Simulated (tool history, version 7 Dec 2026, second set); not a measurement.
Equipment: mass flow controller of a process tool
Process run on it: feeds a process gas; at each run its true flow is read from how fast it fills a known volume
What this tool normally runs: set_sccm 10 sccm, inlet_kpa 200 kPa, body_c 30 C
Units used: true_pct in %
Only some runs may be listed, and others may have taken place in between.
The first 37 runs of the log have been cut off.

Run 38, hour 3711.1: usual settings but set_sccm 17 sccm, inlet_kpa 150 kPa, body_c 20 C. Result: true_pct 98.45 %.
Run 39, hour 3832.2: usual settings but inlet_kpa 165 kPa. Result: true_pct 99.06 %.
Run 40, hour 3976.2: usual settings but set_sccm 11 sccm, inlet_kpa 212 kPa, body_c 37 C. Result: true_pct 99.90 %.
Run 41, hour 4111.1: usual settings but set_sccm 11 sccm, inlet_kpa 212 kPa, body_c 37 C. Result: true_pct 99.97 %.
At hour 4213.2: controller's zero set anew.
Run 42, hour 4230.7: usual settings but set_sccm 6 sccm, inlet_kpa 215 kPa, body_c 28 C. Result: true_pct 97.53 %.
Run 43, hour 4363.2: usual settings but set_sccm 6 sccm, inlet_kpa 196 kPa, body_c 28 C. Result: true_pct 97.66 %.
Run 44, hour 4511.3: usual settings but set_sccm 6 sccm, inlet_kpa 196 kPa, body_c 28 C. Result: true_pct 97.54 %.
Run 45, hour 4651.0: usual settings but set_sccm 5 sccm, inlet_kpa 181 kPa. Result: true_pct 97.65 %.
Run 46, hour 4768.3: usual settings but set_sccm 5 sccm, inlet_kpa 181 kPa. Result: true_pct 97.63 %.

What will run 47 give?
Run 47, hour 4890.5: usual settings but set_sccm 2 sccm, inlet_kpa 279 kPa, body_c 29 C. Result: true_pct ?.

Run 47 came out at true_pct 98.30 %.
Had the tool carried no hidden state, the very same run would have given true_pct 99.20 %.
